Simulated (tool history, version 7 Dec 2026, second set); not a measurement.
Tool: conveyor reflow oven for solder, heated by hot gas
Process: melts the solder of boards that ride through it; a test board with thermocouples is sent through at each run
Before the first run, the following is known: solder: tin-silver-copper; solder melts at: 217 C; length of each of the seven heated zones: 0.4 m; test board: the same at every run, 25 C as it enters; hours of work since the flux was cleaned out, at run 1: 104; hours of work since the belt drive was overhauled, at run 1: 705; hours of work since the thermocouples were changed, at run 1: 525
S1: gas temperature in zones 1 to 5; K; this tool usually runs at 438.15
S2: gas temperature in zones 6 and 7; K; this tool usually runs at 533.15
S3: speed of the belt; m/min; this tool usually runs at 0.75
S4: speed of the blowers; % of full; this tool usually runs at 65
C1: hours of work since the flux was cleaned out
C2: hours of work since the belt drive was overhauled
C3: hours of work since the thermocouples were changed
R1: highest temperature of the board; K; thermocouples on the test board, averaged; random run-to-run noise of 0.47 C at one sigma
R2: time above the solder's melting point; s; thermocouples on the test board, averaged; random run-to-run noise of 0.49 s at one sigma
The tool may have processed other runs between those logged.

run,day,S1,S2,S3,S4,C1,C2,C3,R1,R2
1,0,438.15,533.15,0.75,65,104,705,525,518.05,43.5
2,1.029,438.15,533.15,0.75,53,121,721,542,515.25,39.6
3,2.229,438.15,533.15,0.75,53,140,741,562,515.95,39.9
4,3.621,438.15,533.15,0.75,53,163,763,584,515.35,40.5
5,4.279,427.15,533.15,0.75,65,173,774,595,516.85,38.9
6,5.108,427.15,533.15,0.75,65,187,787,608,518.15,39.8
7,6.288,427.15,533.15,0.75,65,206,806,627,516.85,39.8
8,7.621,427.15,533.15,0.75,65,227,828,649,516.85,38.7
9,8.45,427.15,533.15,0.75,65,241,841,662,515.95,39.6
10,9.158,427.15,533.15,0.75,65,252,853,674,516.85,40.1
11,10.238,427.15,533.15,0.893,65,270,870,691,510.85,27.1
12,11.1,427.15,533.15,0.893,65,284,884,705,511.75,26.7
13,12.154,438.15,533.15,0.878,65,301,901,722,513.75,31.8
14,13.438,438.15,533.15,0.878,65,322,922,743,513.35,31.9
15,14.617,438.15,533.15,0.878,65,341,941,762,513.15,31
16,16.017,438.15,533.15,0.878,65,363,964,785,513.05,32
17,16.85,438.15,533.15,0.878,65,377,977,798,513.85,32.5
18,18.171,435.15,523.15,0.747,54,398,999,819,505.55,29.7
19,18.962,435.15,523.15,0.747,54,411,1012,832,506.05,29.9
20,20.317,435.15,527.15,0.747,54,433,1033,854,508.95,33.2
21,21.492,435.15,527.15,0.747,54,452,1053,873,508.55,33.3
# day 21.938: flux residue cleaned out of gas plates and filters
22,22.404,431.15,539.15,0.872,90,8,1064,885,522.85,39.7
23,23.921,431.15,539.15,0.872,90,32,1088,909,522.75,39.2
24,25.296,432.15,545.15,0.671,74,54,1111,931,532.85,59.2
25,26.667,432.15,545.15,0.671,74,76,1133,954,532.25,57.1
26,27.725,432.15,545.15,0.671,74,94,1150,971,531.85,58.2
27,29.183,423.15,533.15,0.606,65,117,1174,994,521.05,54.5
28,30.329,445.15,533.15,0.715,85,136,1192,1013,522.45,52.2
29,31.925,428.15,533.15,0.611,65,162,1218,1039,520.85,55.8
# day 32.692: belt drive overhauled, speed set with a stopwatch
30,33.004,441.15,539.15,0.75,53,176,5,1053,518.55,42.2
31,34.171,447.15,539.15,0.773,53,195,24,1072,519.95,42.4

Each row is a separate what-if for the run after 31, all from the same tool condition, not one after another. Results?
A,35.446,447.15,544.15,0.841,53,216,45,1093,?,?
B,35.446,433.15,543.15,0.854,65,216,45,1093,?,?
C,35.446,425.15,539.15,0.662,53,216,45,1093,?,?
D,35.446,438.15,533.15,0.75,58,216,45,1093,?,?

run,R1,R2
A,520.25,39.6
B,521.05,35
C,520.25,44.5
D,514.45,37.9
With no hidden state in the tool, these same runs would have given:
run,R1,R2
A,524.85,42.5
B,526.05,38.1
C,525.15,48.1
D,519.15,41.7
